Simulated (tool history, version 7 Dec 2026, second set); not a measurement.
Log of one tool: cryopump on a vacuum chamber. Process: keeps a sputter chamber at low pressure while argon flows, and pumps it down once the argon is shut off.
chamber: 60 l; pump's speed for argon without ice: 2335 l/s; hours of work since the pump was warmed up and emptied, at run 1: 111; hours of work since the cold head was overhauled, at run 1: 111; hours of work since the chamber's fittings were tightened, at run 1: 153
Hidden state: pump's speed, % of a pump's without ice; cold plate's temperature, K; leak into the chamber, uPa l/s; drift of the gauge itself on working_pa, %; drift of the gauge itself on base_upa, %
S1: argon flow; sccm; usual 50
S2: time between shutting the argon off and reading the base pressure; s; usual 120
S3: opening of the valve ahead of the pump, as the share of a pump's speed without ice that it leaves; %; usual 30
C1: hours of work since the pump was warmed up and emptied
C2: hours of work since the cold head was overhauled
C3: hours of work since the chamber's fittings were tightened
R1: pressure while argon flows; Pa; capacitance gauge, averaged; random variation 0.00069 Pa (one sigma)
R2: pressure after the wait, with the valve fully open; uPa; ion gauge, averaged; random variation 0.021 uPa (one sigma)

Run 1, hour 0.0: usual settings; C1 111; C2 111; C3 153. Result: R1 0.1222 Pa, R2 0.41 uPa.
Run 2, hour 18.9: usual settings; C1 120; C2 120; C3 162. Result: R1 0.1236 Pa, R2 0.42 uPa.
Run 3, hour 42.3: usual settings; C1 131; C2 131; C3 173. Result: R1 0.1227 Pa, R2 0.39 uPa.
Run 4, hour 57.2: usual settings but S1 33 sccm; C1 138; C2 138; C3 180. Result: R1 0.0816 Pa, R2 0.40 uPa.
Run 5, hour 67.8: usual settings; C1 142; C2 142; C3 185. Result: R1 0.1229 Pa, R2 0.41 uPa.
Run 6, hour 87.6: usual settings; C1 152; C2 152; C3 194. Result: R1 0.1251 Pa, R2 0.44 uPa.
Run 7, hour 97.1: usual settings; C1 156; C2 156; C3 199. Result: R1 0.1227 Pa, R2 0.42 uPa.
Run 8, hour 112.0: usual settings; C1 163; C2 163; C3 206. Result: R1 0.1240 Pa, R2 0.41 uPa.
Run 9, hour 133.7: usual settings; C1 173; C2 173; C3 216. Result: R1 0.1242 Pa, R2 0.44 uPa.
Run 10, hour 146.0: usual settings; C1 179; C2 179; C3 222. Result: R1 0.1247 Pa, R2 0.44 uPa.
Run 11, hour 161.7: usual settings; C1 186; C2 186; C3 229. Result: R1 0.1250 Pa, R2 0.44 uPa.
Run 12, hour 181.6: usual settings; C1 196; C2 196; C3 238. Result: R1 0.1241 Pa, R2 0.49 uPa.
Run 13, hour 198.8: usual settings; C1 204; C2 204; C3 246. Result: R1 0.1247 Pa, R2 0.43 uPa.
Run 14, hour 208.7: usual settings; C1 208; C2 208; C3 251. Result: R1 0.1243 Pa, R2 0.46 uPa.
Run 15, hour 218.5: usual settings; C1 213; C2 213; C3 256. Result: R1 0.1248 Pa, R2 0.44 uPa.
Run 16, hour 230.2: usual settings; C1 218; C2 218; C3 261. Result: R1 0.1253 Pa, R2 0.46 uPa.
Run 17, hour 246.4: usual settings; C1 226; C2 226; C3 269. Result: R1 0.1260 Pa, R2 0.47 uPa.
Run 18, hour 259.1: usual settings but S1 41 sccm, S2 175 s, S3 36 %; C1 232; C2 232; C3 275. Result: R1 0.0868 Pa, R2 0.42 uPa.
Run 19, hour 268.9: usual settings but S1 41 sccm, S2 175 s, S3 36 %; C1 237; C2 237; C3 279. Result: R1 0.0867 Pa, R2 0.43 uPa.
Run 20, hour 279.2: usual settings but S1 41 sccm, S2 175 s, S3 36 %; C1 241; C2 241; C3 284. Result: R1 0.0871 Pa, R2 0.40 uPa.
Run 21, hour 302.0: usual settings but S1 65 sccm, S3 40 %; C1 252; C2 252; C3 295. Result: R1 0.1247 Pa, R2 0.51 uPa.
Run 22, hour 319.7: usual settings but S1 22 sccm, S3 60 %; C1 260; C2 260; C3 303. Result: R1 0.0287 Pa, R2 0.52 uPa.
Run 23, hour 339.2: usual settings but S1 27 sccm, S2 127 s, S3 60 %; C1 270; C2 270; C3 312. Result: R1 0.0353 Pa, R2 0.46 uPa.
Run 24, hour 349.2: usual settings but S1 27 sccm, S2 127 s, S3 60 %; C1 274; C2 274; C3 317. Result: R1 0.0365 Pa, R2 0.48 uPa.
Run 25, hour 372.6: usual settings but S1 27 sccm, S2 127 s, S3 60 %; C1 285; C2 285; C3 328. Result: R1 0.0359 Pa, R2 0.52 uPa.
Run 26, hour 383.1: usual settings but S1 37 sccm, S3 20 %; C1 290; C2 290; C3 333. Result: R1 0.1388 Pa, R2 0.48 uPa.
Run 27, hour 406.0: usual settings but S1 24 sccm, S2 131 s, S3 18 %; C1 301; C2 301; C3 344. Result: R1 0.0992 Pa, R2 0.50 uPa.
Run 28, hour 421.9: usual settings but S1 24 sccm, S2 131 s, S3 18 %; C1 308; C2 308; C3 351. Result: R1 0.0995 Pa, R2 0.47 uPa.
Run 29, hour 438.0: usual settings but S1 22 sccm, S2 22 s, S3 39 %; C1 316; C2 316; C3 358. Result: R1 0.0431 Pa, R2 1.42 uPa.
Run 30, hour 455.1: usual settings but S1 22 sccm, S2 241 s, S3 26 %; C1 324; C2 324; C3 366. Result: R1 0.0650 Pa, R2 0.42 uPa.
Run 31, hour 471.9: usual settings but S1 22 sccm, S2 35 s, S3 17 %; C1 332; C2 332; C3 374. Result: R1 0.0966 Pa, R2 1.02 uPa.
Run 32, hour 489.8: usual settings but S1 22 sccm, S2 35 s, S3 17 %; C1 340; C2 340; C3 383. Result: R1 0.0962 Pa, R2 1.05 uPa.
Run 33, hour 512.4: usual settings but S1 83 sccm, S2 136 s, S3 17 %; C1 351; C2 351; C3 393. Result: R1 0.3634 Pa, R2 0.53 uPa.
Run 34, hour 532.9: usual settings but S1 83 sccm, S2 136 s, S3 29 %; C1 360; C2 360; C3 403. Result: R1 0.2207 Pa, R2 0.52 uPa.

4 ways to go on from here, each from the tool as it stands after run 34. What would each give?
Run A, hour 547.5: usual settings but S1 39 sccm, S2 52 s, S3 40 %; C1 367; C2 367; C3 410. Result: R1 ?, R2 ?.
Run B, hour 547.5: usual settings but S1 40 sccm, S2 136 s, S3 29 %; C1 367; C2 367; C3 410. Result: R1 ?, R2 ?.
Run C, hour 547.5: usual settings but S1 68 sccm; C1 367; C2 367; C3 410. Result: R1 ?, R2 ?.
Run D, hour 547.5: usual settings but S1 83 sccm, S2 48 s, S3 29 %; C1 367; C2 367; C3 410. Result: R1 ?, R2 ?.

run      R1    R2
  A  0.0759  0.88
  B  0.1052  0.53
  C  0.1745  0.54
  D  0.2182  0.90
Without the tool's hidden state the same runs would have given:
run      R1    R2
  A  0.0701  0.68
  B  0.0992  0.32
  C  0.1643  0.34
  D  0.2059  0.70
